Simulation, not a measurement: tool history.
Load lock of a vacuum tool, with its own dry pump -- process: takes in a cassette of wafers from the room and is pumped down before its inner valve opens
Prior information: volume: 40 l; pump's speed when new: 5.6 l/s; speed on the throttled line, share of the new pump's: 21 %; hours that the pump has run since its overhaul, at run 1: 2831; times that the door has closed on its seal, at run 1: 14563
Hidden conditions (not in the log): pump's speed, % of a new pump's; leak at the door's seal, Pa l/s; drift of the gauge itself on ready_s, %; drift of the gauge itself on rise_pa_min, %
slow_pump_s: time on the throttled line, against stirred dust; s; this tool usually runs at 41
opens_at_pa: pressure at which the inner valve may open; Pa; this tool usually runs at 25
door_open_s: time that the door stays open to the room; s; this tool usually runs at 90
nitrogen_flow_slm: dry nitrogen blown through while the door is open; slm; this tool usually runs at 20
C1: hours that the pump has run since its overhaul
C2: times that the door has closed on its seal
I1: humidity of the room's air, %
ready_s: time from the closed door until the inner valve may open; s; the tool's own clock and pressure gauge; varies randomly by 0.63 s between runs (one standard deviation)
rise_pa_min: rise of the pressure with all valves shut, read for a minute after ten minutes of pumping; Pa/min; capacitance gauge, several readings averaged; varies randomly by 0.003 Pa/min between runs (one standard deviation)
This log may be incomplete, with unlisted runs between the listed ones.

run 1 day=0.000 | slow_pump_s=41 opens_at_pa=25 door_open_s=90 nitrogen_flow_slm=20 | C1=2831 C2=14563 | I1=41.4 | ready_s=95.5 rise_pa_min=0.092
run 2 day=4.438 | slow_pump_s=70 opens_at_pa=25 door_open_s=90 nitrogen_flow_slm=20 | C1=2937 C2=14942 | I1=45.5 | ready_s=116.7 rise_pa_min=0.097
run 3 day=8.700 | slow_pump_s=70 opens_at_pa=25 door_open_s=90 nitrogen_flow_slm=20 | C1=3040 C2=15307 | I1=45.4 | ready_s=118.6 rise_pa_min=0.099
run 4 day=12.604 | slow_pump_s=23 opens_at_pa=25 door_open_s=90 nitrogen_flow_slm=20 | C1=3133 C2=15641 | I1=46.3 | ready_s=83.5 rise_pa_min=0.100
run 5 day=16.446 | slow_pump_s=41 opens_at_pa=25 door_open_s=90 nitrogen_flow_slm=20 | C1=3226 C2=15969 | I1=46.0 | ready_s=96.1 rise_pa_min=0.100
run 6 day=18.854 | slow_pump_s=41 opens_at_pa=25 door_open_s=90 nitrogen_flow_slm=20 | C1=3283 C2=16175 | I1=44.1 | ready_s=96.7 rise_pa_min=0.102
run 7 day=23.212 | slow_pump_s=41 opens_at_pa=25 door_open_s=90 nitrogen_flow_slm=39 | C1=3388 C2=16548 | I1=46.7 | ready_s=96.8 rise_pa_min=0.099
run 8 day=28.562 | slow_pump_s=41 opens_at_pa=25 door_open_s=90 nitrogen_flow_slm=39 | C1=3516 C2=17005 | I1=46.5 | ready_s=97.5 rise_pa_min=0.089
run 9 day=32.083 | slow_pump_s=41 opens_at_pa=25 door_open_s=90 nitrogen_flow_slm=39 | C1=3601 C2=17306 | I1=45.3 | ready_s=98.0 rise_pa_min=0.092
run 10 day=36.754 | slow_pump_s=41 opens_at_pa=25 door_open_s=90 nitrogen_flow_slm=39 | C1=3713 C2=17706 | I1=45.5 | ready_s=97.3 rise_pa_min=0.100
run 11 day=41.383 | slow_pump_s=62 opens_at_pa=25 door_open_s=90 nitrogen_flow_slm=20 | C1=3824 C2=18101 | I1=46.5 | ready_s=114.9 rise_pa_min=0.116
run 12 day=46.608 | slow_pump_s=41 opens_at_pa=25 door_open_s=90 nitrogen_flow_slm=12 | C1=3949 C2=18548 | I1=43.6 | ready_s=97.6 rise_pa_min=0.115
run 13 day=51.067 | slow_pump_s=41 opens_at_pa=25 door_open_s=90 nitrogen_flow_slm=12 | C1=4056 C2=18929 | I1=45.1 | ready_s=97.6 rise_pa_min=0.128
run 14 day=55.067 | slow_pump_s=41 opens_at_pa=25 door_open_s=90 nitrogen_flow_slm=12 | C1=4152 C2=19271 | I1=39.6 | ready_s=98.5 rise_pa_min=0.119
run 15 day=57.350 | slow_pump_s=41 opens_at_pa=24 door_open_s=90 nitrogen_flow_slm=12 | C1=4207 C2=19467 | I1=44.8 | ready_s=98.4 rise_pa_min=0.128
run 16 day=62.804 | slow_pump_s=41 opens_at_pa=24 door_open_s=90 nitrogen_flow_slm=12 | C1=4338 C2=19933 | I1=49.4 | ready_s=100.2 rise_pa_min=0.136
run 17 day=66.204 | slow_pump_s=41 opens_at_pa=40 door_open_s=90 nitrogen_flow_slm=20 | C1=4420 C2=20224 | I1=44.2 | ready_s=94.3 rise_pa_min=0.113
run 18 day=70.508 | slow_pump_s=41 opens_at_pa=25 door_open_s=90 nitrogen_flow_slm=20 | C1=4523 C2=20592 | I1=46.6 | ready_s=99.7 rise_pa_min=0.126
run 19 day=75.225 | slow_pump_s=41 opens_at_pa=19 door_open_s=90 nitrogen_flow_slm=10 | C1=4636 C2=20995 | I1=45.8 | ready_s=100.1 rise_pa_min=0.136
run 20 day=79.746 | slow_pump_s=25 opens_at_pa=19 door_open_s=90 nitrogen_flow_slm=8 | C1=4745 C2=21382 | I1=46.3 | ready_s=89.5 rise_pa_min=0.142
run 21 day=82.912 | slow_pump_s=38 opens_at_pa=33 door_open_s=74 nitrogen_flow_slm=5 | C1=4821 C2=21653 | I1=45.7 | ready_s=93.9 rise_pa_min=0.138
run 22 day=85.779 | slow_pump_s=51 opens_at_pa=33 door_open_s=32 nitrogen_flow_slm=5 | C1=4890 C2=21897 | I1=46.5 | ready_s=105.5 rise_pa_min=0.126
run 23 day=90.188 | slow_pump_s=24 opens_at_pa=33 door_open_s=201 nitrogen_flow_slm=19 | C1=4995 C2=22274 | I1=48.4 | ready_s=84.0 rise_pa_min=0.166
run 24 day=93.962 | slow_pump_s=24 opens_at_pa=33 door_open_s=201 nitrogen_flow_slm=19 | C1=5086 C2=22597 | I1=49.0 | ready_s=84.5 rise_pa_min=0.168
run 25 day=97.250 | slow_pump_s=24 opens_at_pa=19 door_open_s=201 nitrogen_flow_slm=9 | C1=5165 C2=22879 | I1=45.0 | ready_s=89.6 rise_pa_min=0.190
run 26 day=100.508 | slow_pump_s=23 opens_at_pa=25 door_open_s=191 nitrogen_flow_slm=8 | C1=5243 C2=23157 | I1=47.5 | ready_s=87.0 rise_pa_min=0.186
run 27 day=105.712 | slow_pump_s=45 opens_at_pa=19 door_open_s=30 nitrogen_flow_slm=10 | C1=5368 C2=23602 | I1=48.5 | ready_s=106.9 rise_pa_min=0.128
run 28 day=108.667 | slow_pump_s=41 opens_at_pa=21 door_open_s=36 nitrogen_flow_slm=5 | C1=5439 C2=23855 | I1=44.1 | ready_s=102.6 rise_pa_min=0.129
run 29 day=113.717 | slow_pump_s=41 opens_at_pa=21 door_open_s=36 nitrogen_flow_slm=5 | C1=5560 C2=24286 | I1=42.4 | ready_s=101.0 rise_pa_min=0.135
run 30 day=118.638 | slow_pump_s=41 opens_at_pa=21 door_open_s=36 nitrogen_flow_slm=5 | C1=5678 C2=24707 | I1=42.7 | ready_s=102.1 rise_pa_min=0.133
run 31 day=122.671 | slow_pump_s=26 opens_at_pa=25 door_open_s=90 nitrogen_flow_slm=20 | C1=5775 C2=25052 | I1=49.3 | ready_s=90.1 rise_pa_min=0.153
run 32 day=125.250 | slow_pump_s=26 opens_at_pa=38 door_open_s=90 nitrogen_flow_slm=6 | C1=5837 C2=25272 | I1=43.2 | ready_s=87.0 rise_pa_min=0.165
run 33 day=130.521 | slow_pump_s=53 opens_at_pa=25 door_open_s=90 nitrogen_flow_slm=6 | C1=5963 C2=25723 | I1=45.2 | ready_s=109.5 rise_pa_min=0.173
run 34 day=134.783 | slow_pump_s=53 opens_at_pa=25 door_open_s=90 nitrogen_flow_slm=6 | C1=6066 C2=26088 | I1=41.8 | ready_s=111.6 rise_pa_min=0.171
run 35 day=137.408 | slow_pump_s=53 opens_at_pa=25 door_open_s=90 nitrogen_flow_slm=6 | C1=6129 C2=26312 | I1=46.2 | ready_s=110.3 rise_pa_min=0.177
run 36 day=141.717 | slow_pump_s=30 opens_at_pa=34 door_open_s=135 nitrogen_flow_slm=6 | C1=6232 C2=26680 | I1=45.3 | ready_s=90.1 rise_pa_min=0.198

How would selected steps in ready_s from run to run divide? Give the signed amount a tool lacking its hidden state would still show from settings, what came in and random variation, and the signed amount left for the hidden state, including any gauge scatter that is not in both of the compared results.
Run 3 -> 4: slow_pump_s 70 -> 23. ready_s -35.1 s: hidden state +1.1, all else -36.2.
Run 20 -> 21: slow_pump_s 25 -> 38, opens_at_pa 19 -> 33, door_open_s 90 -> 74, nitrogen_flow_slm 8 -> 5. ready_s +4.4 s: hidden state -0.9, all else +5.3.
Run 22 -> 23: slow_pump_s 51 -> 24, door_open_s 32 -> 201, nitrogen_flow_slm 5 -> 19. ready_s -21.5 s: hidden state +1.2, all else -22.7.
Run 32 -> 33: slow_pump_s 26 -> 53, opens_at_pa 38 -> 25. ready_s +22.5 s: hidden state -0.2, all else +22.7.
